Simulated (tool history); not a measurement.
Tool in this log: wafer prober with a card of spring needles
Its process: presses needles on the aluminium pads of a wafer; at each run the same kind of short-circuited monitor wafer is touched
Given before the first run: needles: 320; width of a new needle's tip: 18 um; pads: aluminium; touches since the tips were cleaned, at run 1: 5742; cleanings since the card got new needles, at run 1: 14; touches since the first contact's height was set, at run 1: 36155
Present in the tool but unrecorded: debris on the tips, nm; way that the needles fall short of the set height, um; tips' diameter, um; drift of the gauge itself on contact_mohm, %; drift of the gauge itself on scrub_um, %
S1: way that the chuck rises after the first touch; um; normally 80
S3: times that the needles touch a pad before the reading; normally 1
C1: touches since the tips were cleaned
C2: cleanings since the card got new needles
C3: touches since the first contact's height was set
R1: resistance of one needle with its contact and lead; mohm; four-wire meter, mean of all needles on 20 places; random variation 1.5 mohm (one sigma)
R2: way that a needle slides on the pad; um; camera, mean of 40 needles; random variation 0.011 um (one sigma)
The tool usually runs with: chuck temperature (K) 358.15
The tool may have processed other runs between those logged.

run 1 hour=0.0 | S1=80 chuck_temperature_(K)=358.15 S3=1 | C1=5742 C2=14 C3=36155 | R1=168 R2=18.73
run 2 hour=6.1 | S1=80 chuck_temperature_(K)=358.15 S3=1 | C1=7557 C2=14 C3=37970 | R1=171 R2=18.74
-- hour=8.5 tips cleaned on abrasive film
run 3 hour=15.2 | S1=80 chuck_temperature_(K)=358.15 S3=1 | C1=1993 C2=15 C3=40636 | R1=157 R2=18.73
run 4 hour=24.4 | S1=77 chuck_temperature_(K)=358.15 S3=1 | C1=4729 C2=15 C3=43372 | R1=168 R2=18.01
run 5 hour=32.4 | S1=77 chuck_temperature_(K)=358.15 S3=1 | C1=7097 C2=15 C3=45740 | R1=170 R2=18.03
-- hour=36.1 tips cleaned on abrasive film
run 6 hour=37.9 | S1=77 chuck_temperature_(K)=358.15 S3=1 | C1=541 C2=16 C3=47356 | R1=153 R2=17.98
run 7 hour=47.4 | S1=77 chuck_temperature_(K)=379.15 S3=1 | C1=3358 C2=16 C3=50173 | R1=169 R2=18.00
run 8 hour=55.9 | S1=80 chuck_temperature_(K)=358.15 S3=1 | C1=5867 C2=16 C3=52682 | R1=168 R2=18.72
-- hour=56.7 height of the first contact set anew
-- hour=64.4 tips cleaned on abrasive film
run 9 hour=65.3 | S1=89 chuck_temperature_(K)=358.15 S3=1 | C1=276 C2=17 C3=2521 | R1=150 R2=20.79
run 10 hour=71.8 | S1=80 chuck_temperature_(K)=358.15 S3=1 | C1=2193 C2=17 C3=4438 | R1=159 R2=18.68
run 11 hour=78.1 | S1=80 chuck_temperature_(K)=336.15 S3=1 | C1=4051 C2=17 C3=6296 | R1=162 R2=18.68
run 12 hour=83.8 | S1=80 chuck_temperature_(K)=336.15 S3=1 | C1=5747 C2=17 C3=7992 | R1=164 R2=18.68
run 13 hour=89.2 | S1=80 chuck_temperature_(K)=336.15 S3=1 | C1=7368 C2=17 C3=9613 | R1=167 R2=18.65
-- hour=91.2 height of the first contact set anew, once more
-- hour=92.4 tips cleaned on abrasive film
run 14 hour=96.9 | S1=80 chuck_temperature_(K)=336.15 S3=1 | C1=1338 C2=18 C3=1660 | R1=153 R2=18.80
run 15 hour=106.2 | S1=80 chuck_temperature_(K)=356.15 S3=1 | C1=4092 C2=18 C3=4414 | R1=165 R2=18.79
run 16 hour=111.6 | S1=91 chuck_temperature_(K)=336.15 S3=1 | C1=5686 C2=18 C3=6008 | R1=160 R2=21.39
-- hour=120.4 tips cleaned on abrasive film
run 17 hour=121.6 | S1=91 chuck_temperature_(K)=336.15 S3=1 | C1=345 C2=19 C3=8943 | R1=147 R2=21.36
run 18 hour=128.1 | S1=91 chuck_temperature_(K)=336.15 S3=1 | C1=2281 C2=19 C3=10879 | R1=152 R2=21.35
run 19 hour=139.4 | S1=73 chuck_temperature_(K)=350.15 S3=2 | C1=5636 C2=19 C3=14234 | R1=159 R2=17.13
-- hour=148.3 tips cleaned on abrasive film
run 20 hour=148.5 | S1=73 chuck_temperature_(K)=350.15 S3=2 | C1=61 C2=20 C3=16918 | R1=148 R2=17.09
run 21 hour=154.9 | S1=73 chuck_temperature_(K)=350.15 S3=2 | C1=1950 C2=20 C3=18807 | R1=154 R2=17.08
run 22 hour=162.4 | S1=73 chuck_temperature_(K)=350.15 S3=2 | C1=4192 C2=20 C3=21049 | R1=161 R2=17.09
run 23 hour=168.8 | S1=96 chuck_temperature_(K)=358.15 S3=1 | C1=6077 C2=20 C3=22934 | R1=161 R2=22.51
run 24 hour=175.3 | S1=96 chuck_temperature_(K)=314.15 S3=1 | C1=8010 C2=20 C3=24867 | R1=156 R2=22.50
-- hour=176.2 tips cleaned on abrasive film
run 25 hour=186.4 | S1=96 chuck_temperature_(K)=314.15 S3=1 | C1=3015 C2=21 C3=28126 | R1=153 R2=22.47
run 26 hour=197.3 | S1=87 chuck_temperature_(K)=299.15 S3=2 | C1=6252 C2=21 C3=31363 | R1=151 R2=20.37

Branching from run 26: 3 alternative next runs. What would each branch give?
run A hour=202.9 | S1=86 chuck_temperature_(K)=317.15 S3=1 | C1=7918 C2=21 C3=33029 | R1=? R2=?
run B hour=202.9 | S1=95 chuck_temperature_(K)=299.15 S3=2 | C1=7918 C2=21 C3=33029 | R1=? R2=?
run C hour=202.9 | S1=80 chuck_temperature_(K)=358.15 S3=2 | C1=7918 C2=21 C3=33029 | R1=? R2=?

run=A R1=160 R2=20.14
run=B R1=146 R2=22.25
run=C R1=163 R2=18.72
Stripped of hidden state, with their random variation kept, the same runs would have yielded:
run=A R1=138 R2=20.23
run=B R1=134 R2=22.35
run=C R1=149 R2=18.82

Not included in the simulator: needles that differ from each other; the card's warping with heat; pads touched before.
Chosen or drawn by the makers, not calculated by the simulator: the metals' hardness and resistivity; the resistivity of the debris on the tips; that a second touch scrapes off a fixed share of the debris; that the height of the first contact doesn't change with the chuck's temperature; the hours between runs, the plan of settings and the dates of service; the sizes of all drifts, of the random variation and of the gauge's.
